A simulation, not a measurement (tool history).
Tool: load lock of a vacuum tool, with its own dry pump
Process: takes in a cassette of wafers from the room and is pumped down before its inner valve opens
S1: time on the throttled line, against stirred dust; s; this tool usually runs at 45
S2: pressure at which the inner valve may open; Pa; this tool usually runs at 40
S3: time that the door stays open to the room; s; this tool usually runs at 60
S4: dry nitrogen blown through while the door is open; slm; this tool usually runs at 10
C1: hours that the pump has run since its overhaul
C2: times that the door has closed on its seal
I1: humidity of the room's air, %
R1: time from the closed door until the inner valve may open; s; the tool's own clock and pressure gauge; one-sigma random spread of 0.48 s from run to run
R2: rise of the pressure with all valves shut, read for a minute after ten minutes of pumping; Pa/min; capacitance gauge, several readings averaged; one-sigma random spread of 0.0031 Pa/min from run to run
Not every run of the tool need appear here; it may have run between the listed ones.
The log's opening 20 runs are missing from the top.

run    hour  S1  S2   S3  S4     C1     C2    I1    R1     R2
 21  4696.4  47  77   29  32  11859  15257  44.4  65.6  0.298
 22  4847.2  40  32  148  27  12010  15459  45.6    62  0.357
 23  5117.2  51  32  148   4  12280  15820  44.4    71  0.407
 24  5264.9  51  32  148   4  12428  16018  45.8  71.6  0.416
 25  5478.5  51  32  148   4  12641  16303  45.7  71.4  0.435
 26    5658  45  78   28  10  12821  16543  44.3  62.8  0.332
 27  5967.5  65  78   49  10  13131  16957  44.5  81.1  0.356
 28  6204.4  65  78   49  10  13367  17274    44  81.2  0.384
 29  6448.5  42  66  207   8  13611  17601  42.9  62.2  0.481
 30  6713.9  42  66  207   8  13877  17956  46.3  61.3  0.508
 31  6878.2  42  66  207   8  14041  18175  44.6  61.9  0.516
 32    7201  45  48  149  10  14364  18607  41.4  66.2  0.467
 33  7525.7  60  40   60  10  14689  19042  47.3  79.5  0.438
 34  7857.8  45  37  202   5  15021  19486  41.7  67.3  0.545
 35  8012.5  52  40   49  10  15176  19693  43.7  71.9  0.447
 36  8159.4  52  40   49  10  15322  19889  47.5  73.1  0.464

3 options for the next run, each taken on its own from the tool as it stands now. Forecast them:
  A  8356.4  51  40  175  10  15519  20153  43.3   ?   ?
  B  8356.4  58  40   60  10  15519  20153  45.4   ?   ?
  C  8356.4  52  39   49  11  15519  20153  47.9   ?   ?

run    R1     R2
  A  72.6  0.548
  B  77.9  0.471
  C  73.3  0.473
Without the tool's hidden state the same runs would have given:
run    R1     R2
  A  69.1  0.133
  B  74.7  0.062
  C  69.9  0.057

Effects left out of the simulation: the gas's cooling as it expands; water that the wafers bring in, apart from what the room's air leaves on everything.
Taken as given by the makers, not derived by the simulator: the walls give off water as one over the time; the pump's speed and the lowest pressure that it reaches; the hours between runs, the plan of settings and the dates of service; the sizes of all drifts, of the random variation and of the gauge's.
